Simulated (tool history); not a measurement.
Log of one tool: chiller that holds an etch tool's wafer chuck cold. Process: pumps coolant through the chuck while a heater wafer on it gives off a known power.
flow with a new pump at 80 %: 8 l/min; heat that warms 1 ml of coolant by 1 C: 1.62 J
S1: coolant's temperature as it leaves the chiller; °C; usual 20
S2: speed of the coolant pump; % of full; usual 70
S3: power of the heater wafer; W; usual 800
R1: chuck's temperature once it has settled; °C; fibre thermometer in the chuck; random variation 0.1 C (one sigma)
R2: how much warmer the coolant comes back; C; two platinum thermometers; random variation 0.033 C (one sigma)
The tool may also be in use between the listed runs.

{"run": 1, "hour": 0.0, "S1": 20, "S2": 70, "S3": 800, "R1": 29.5, "R2": 4.46}
{"run": 2, "hour": 36.7, "S1": 20, "S2": 70, "S3": 800, "R1": 29.5, "R2": 4.46}
{"run": 3, "hour": 76.1, "S1": 20, "S2": 81, "S3": 800, "R1": 28.1, "R2": 3.81}
{"run": 4, "hour": 129.6, "S1": 20, "S2": 81, "S3": 800, "R1": 28.0, "R2": 3.79}
{"run": 5, "hour": 157.7, "S1": 15, "S2": 70, "S3": 800, "R1": 24.3, "R2": 4.44}
{"run": 6, "hour": 206.9, "S1": 20, "S2": 70, "S3": 843, "R1": 30.0, "R2": 4.69}
{"run": 7, "hour": 259.5, "S1": 20, "S2": 70, "S3": 843, "R1": 29.9, "R2": 4.68}
{"run": 8, "hour": 301.8, "S1": 20, "S2": 70, "S3": 800, "R1": 29.4, "R2": 4.48}
{"hour": 309.6, "done": "coolant pump overhauled"}
{"run": 9, "hour": 353.6, "S1": 20, "S2": 70, "S3": 800, "R1": 29.7, "R2": 4.56}
{"run": 10, "hour": 410.8, "S1": 20, "S2": 70, "S3": 800, "R1": 29.8, "R2": 4.55}
{"run": 11, "hour": 448.2, "S1": 20, "S2": 70, "S3": 800, "R1": 29.7, "R2": 4.56}
{"run": 12, "hour": 487.7, "S1": 20, "S2": 70, "S3": 800, "R1": 29.9, "R2": 4.57}
{"hour": 517.0, "done": "coolant pump overhauled, once more"}
{"run": 13, "hour": 541.2, "S1": 20, "S2": 88, "S3": 406, "R1": 23.4, "R2": 1.64}
{"run": 14, "hour": 569.0, "S1": 23, "S2": 76, "S3": 999, "R1": 33.7, "R2": 4.81}
{"run": 15, "hour": 624.1, "S1": 13, "S2": 78, "S3": 800, "R1": 21.2, "R2": 3.8}
{"run": 16, "hour": 655.1, "S1": 13, "S2": 78, "S3": 800, "R1": 21.2, "R2": 3.78}
{"run": 17, "hour": 696.9, "S1": 14, "S2": 70, "S3": 799, "R1": 23.0, "R2": 4.25}
{"run": 18, "hour": 754.5, "S1": 13, "S2": 70, "S3": 659, "R1": 20.3, "R2": 3.48}
{"run": 19, "hour": 812.1, "S1": 16, "S2": 70, "S3": 434, "R1": 20.7, "R2": 2.3}
{"run": 20, "hour": 847.1, "S1": 20, "S2": 70, "S3": 563, "R1": 26.3, "R2": 3.02}
{"run": 21, "hour": 877.9, "S1": 20, "S2": 65, "S3": 788, "R1": 29.7, "R2": 4.51}
{"run": 22, "hour": 929.9, "S1": 20, "S2": 65, "S3": 788, "R1": 29.7, "R2": 4.5}
{"run": 23, "hour": 972.7, "S1": 20, "S2": 65, "S3": 788, "R1": 29.7, "R2": 4.56}
{"run": 24, "hour": 1015.5, "S1": 20, "S2": 70, "S3": 525, "R1": 26.1, "R2": 2.76}

The same runs without the tool's hidden state, with the same run-to-run variation:
The hidden state here: heat passed by the chuck's channels, % of clean ones'; flow at a given pump speed, % of a new pump's; coolant's true temperature over the reading, C; drift of the gauge itself on chuck_c, C; drift of the gauge itself on warmer_back_c, C.
run=1 R1=28.8 R2=4.28
run=2 R1=28.7 R2=4.27
run=3 R1=27.5 R2=3.65
run=4 R1=27.4 R2=3.62
run=5 R1=23.6 R2=4.24
run=6 R1=29.2 R2=4.47
run=7 R1=29.0 R2=4.46
run=8 R1=28.6 R2=4.26
run=9 R1=28.6 R2=4.25
run=10 R1=28.7 R2=4.23
run=11 R1=28.6 R2=4.23
run=12 R1=28.8 R2=4.24
run=13 R1=23.5 R2=1.64
run=14 R1=33.1 R2=4.83
run=15 R1=20.8 R2=3.81
run=16 R1=20.8 R2=3.78
run=17 R1=22.5 R2=4.25
run=18 R1=20.0 R2=3.48
run=19 R1=20.6 R2=2.29
run=20 R1=26.1 R2=3.01
run=21 R1=29.1 R2=4.49
run=22 R1=29.0 R2=4.48
run=23 R1=29.0 R2=4.54
run=24 R1=25.8 R2=2.75

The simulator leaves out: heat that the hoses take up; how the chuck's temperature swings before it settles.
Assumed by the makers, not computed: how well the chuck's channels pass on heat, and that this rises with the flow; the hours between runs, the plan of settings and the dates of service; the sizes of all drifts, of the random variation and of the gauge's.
